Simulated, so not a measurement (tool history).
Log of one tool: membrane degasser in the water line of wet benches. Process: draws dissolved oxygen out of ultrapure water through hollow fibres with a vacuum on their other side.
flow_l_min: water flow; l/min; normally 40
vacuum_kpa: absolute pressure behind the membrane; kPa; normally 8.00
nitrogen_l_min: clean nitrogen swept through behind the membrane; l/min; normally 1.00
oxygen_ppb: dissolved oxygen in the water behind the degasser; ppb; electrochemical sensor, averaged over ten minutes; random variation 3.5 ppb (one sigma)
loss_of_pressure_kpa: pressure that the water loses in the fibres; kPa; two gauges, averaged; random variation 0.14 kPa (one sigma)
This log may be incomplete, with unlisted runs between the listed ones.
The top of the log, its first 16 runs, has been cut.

| run | day | flow_l_min | vacuum_kpa | nitrogen_l_min | oxygen_ppb | loss_of_pressure_kpa |
|---|---|---|---|---|---|---|
| 17 | 65.325 | 40 | 7.52 | 1.00 | 346.4 | 27.84 |
| 18 | 67.938 | 40 | 7.52 | 1.00 | 348.1 | 27.78 |
| 19 | 70.592 | 40 | 7.52 | 1.00 | 349.9 | 27.94 |
|  | 71.817 | seals of the vacuum lines changed |
| 20 | 72.954 | 25 | 7.62 | 1.19 | 200.6 | 17.26 |
| 21 | 76.046 | 26 | 18.41 | 1.18 | 683.8 | 17.72 |
| 22 | 78.304 | 30 | 4.83 | 1.18 | 92.3 | 21.07 |
| 23 | 81.417 | 30 | 4.83 | 1.18 | 93.0 | 21.16 |
| 24 | 84.638 | 30 | 4.83 | 1.18 | 89.7 | 20.77 |
| 25 | 89.496 | 40 | 10.21 | 1.00 | 543.3 | 27.73 |
| 26 | 93.925 | 40 | 10.21 | 1.00 | 537.4 | 27.51 |
| 27 | 97.362 | 40 | 12.31 | 1.00 | 680.4 | 27.68 |
|  | 97.675 | gauge calibrated |
| 28 | 99.917 | 41 | 5.50 | 1.07 | 187.2 | 28.98 |
| 29 | 104.142 | 34 | 7.40 | 0.94 | 306.6 | 24.29 |
| 30 | 108.938 | 34 | 7.40 | 0.94 | 311.1 | 23.99 |
| 31 | 112.992 | 63 | 8.44 | 1.00 | 617.8 | 44.75 |
| 32 | 116.683 | 63 | 8.44 | 1.00 | 631.0 | 44.31 |
| 33 | 118.954 | 40 | 12.32 | 0.73 | 857.9 | 28.18 |

Here are 3 independent what-if runs from the current tool condition. What would each one return?
| A | 121.442 | 27 | 12.32 | 1.55 | ? | ? |
| B | 121.442 | 37 | 8.00 | 2.58 | ? | ? |
| C | 121.442 | 31 | 7.32 | 0.48 | ? | ? |

| run | oxygen_ppb | loss_of_pressure_kpa |
|---|---|---|
| A | 348.5 | 19.13 |
| B | 163.5 | 25.92 |
| C | 462.1 | 21.91 |
Had the tool no hidden state, the same runs would have come out as:
| run | oxygen_ppb | loss_of_pressure_kpa |
|---|---|---|
| A | 348.3 | 19.25 |
| B | 163.4 | 26.09 |
| C | 461.8 | 22.05 |
